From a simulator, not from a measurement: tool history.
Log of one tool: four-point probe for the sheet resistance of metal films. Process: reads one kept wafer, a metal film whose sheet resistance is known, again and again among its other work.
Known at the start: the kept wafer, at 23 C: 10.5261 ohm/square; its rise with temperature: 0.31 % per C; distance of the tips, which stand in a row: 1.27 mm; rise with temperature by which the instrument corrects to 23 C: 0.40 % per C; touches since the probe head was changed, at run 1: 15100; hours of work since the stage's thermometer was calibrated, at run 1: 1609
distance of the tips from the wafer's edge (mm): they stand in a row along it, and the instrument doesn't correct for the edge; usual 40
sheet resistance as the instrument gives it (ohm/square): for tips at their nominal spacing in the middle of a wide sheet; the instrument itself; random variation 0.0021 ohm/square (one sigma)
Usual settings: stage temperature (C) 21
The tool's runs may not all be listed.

run    day  stage temperature (C)  distance of the tips from the wafer's edge (mm)  touches since the probe head was changed  hours of work since the stage's thermometer was calibrated  sheet resistance as the instrument gives it (ohm/square)
  1  0.000                     21                                               40                                     15100                                                        1609                                                 10.569433
  2  0.517                     21                                               40                                     15540                                                        1615                                                 10.564703
  3  0.892                     21                                               40                                     15855                                                        1620                                                 10.568209
  4  1.608                     21                                               22                                     16466                                                        1629                                                 10.579618
  5  2.079                     21                                               22                                     16865                                                        1635                                                 10.578677
  6  2.683                     21                                               40                                     17377                                                        1642                                                 10.563989
  7  2.996                     21                                               40                                     17643                                                        1646                                                 10.568839
  8  3.550                     21                                               40                                     18112                                                        1653                                                 10.568564
     3.617  -- stage's thermometer calibrated
  9  4.292                     21                                               40                                     18723                                                           8                                                 10.571981
 10  4.992                     30                                               40                                     19317                                                          17                                                 10.483720
 11  5.600                     24                                               58                                     19833                                                          25                                                 10.537059
 12  6.196                     24                                                8                                     20338                                                          32                                                 10.676360

Forecast each of these 4 alternatives for the next run:
  A  6.675                     24                                               12                                     20746                                                          38                                                         ?
  B  6.675                     34                                               22                                     20746                                                          38                                                         ?
  C  6.675                     24                                                8                                     20746                                                          38                                                         ?
  D  6.675                     34                                                7                                     20746                                                          38                                                         ?

run  sheet resistance as the instrument gives it (ohm/square)
  A                                                 10.599094
  B                                                 10.453577
  C                                                 10.673823
  D                                                 10.618700
Without the tool's hidden state the same runs would have given:
run  sheet resistance as the instrument gives it (ohm/square)
  A                                                 10.580698
  B                                                 10.436063
  C                                                 10.655296
  D                                                 10.600906
